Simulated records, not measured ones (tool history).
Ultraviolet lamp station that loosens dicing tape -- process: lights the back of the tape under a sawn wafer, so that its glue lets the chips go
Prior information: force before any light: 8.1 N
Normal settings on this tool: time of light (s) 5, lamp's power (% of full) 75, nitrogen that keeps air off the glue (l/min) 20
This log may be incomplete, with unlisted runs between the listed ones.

run   hour  time of light (s)  lamp's power (% of full)  nitrogen that keeps air off the glue (l/min)  force that peels the tape off (N)  light that reached the tape (mJ/cm2)
  1    0.0                  5                        75                                            20                              0.679                                   466
  2   19.5                  5                        75                                            20                              0.689                                   467
  3   40.0                  5                        75                                            20                              0.698                                   469
  4   55.0                  5                        75                                            20                              0.687                                   470
  5   72.6                  5                        75                                            20                              0.672                                   468
  6   82.4                  5                        75                                            20                              0.668                                   472
  7  106.2                  5                        75                                            20                              0.724                                   470
  8  119.4                  5                        75                                            20                              0.690                                   467
  9  130.8                  5                        75                                            20                              0.729                                   472
 10  149.5                  5                        75                                            20                              0.693                                   471
 11  161.0                  5                        75                                            29                              0.616                                   468
 12  174.4                  5                        75                                            20                              0.704                                   466
 13  191.9                  5                        75                                            20                              0.694                                   471
 14  209.3                  5                        86                                            20                              0.526                                   541
 15  228.2                  5                        86                                            20                              0.509                                   541
 16  238.5                  5                        75                                            13                              0.836                                   472
 17  257.8                  5                        75                                            13                              0.813                                   469
 18  274.0                  5                        75                                            13                              0.844                                   469
 19  294.8                  5                        75                                             8                              1.057                                   468
 20  314.8                  5                        75                                             8                              1.018                                   474
 21  326.6                  5                        75                                            15                              0.786                                   467
 22  341.4                  5                        75                                            15                              0.774                                   466
 23  364.7                  2                        75                                            18                              2.887                                   190
 24  386.0                  2                        75                                            18                              3.028                                   189
 25  409.1                  6                        74                                            10                              0.657                                   560
 26  421.0                  2                        74                                            24                              2.879                                   183
 27  439.0                  2                        81                                            29                              2.546                                   203
 28  462.7                  3                        93                                             8                              1.746                                   344
 29  473.3                  2                        65                                            12                              3.614                                   163
 30  494.1                  2                        65                                            12                              3.487                                   159
 31  515.7                  7                        85                                            11                              0.315                                   750
 32  533.6                  7                        85                                            11                              0.334                                   745
 33  547.8                  7                        85                                            11                              0.332                                   741
 34  570.4                  7                        63                                            11                              0.633                                   555
 35  585.0                  7                        63                                            11                              0.641                                   555
 36  602.6                  7                        63                                            11                              0.609                                   551
 37  618.5                  5                        71                                            20                              0.773                                   449
 38  636.6                  5                        90                                            10                              0.647                                   564
 39  659.7                  5                        79                                            13                              0.754                                   494
 40  676.8                  5                        92                                            13                              0.528                                   573
 41  687.8                 10                        92                                            33                              0.142                                  1146
 42  697.8                  2                        61                                            33                              3.291                                   153
 43  710.0                  2                        61                                            33                              3.246                                   152
 44  729.8                  4                        75                                             6                              1.746                                   379

The log once held 1 entry between its listed runs, left out of this copy. Where does each go, and what is different about the tool's unlogged condition between the listed run before it and the listed run after it?
Between runs 22 and 23: window cleaned of glue's vapour (hour 353.2)
  light that the window lets through, % of a clean one's: 99.9 -> 100
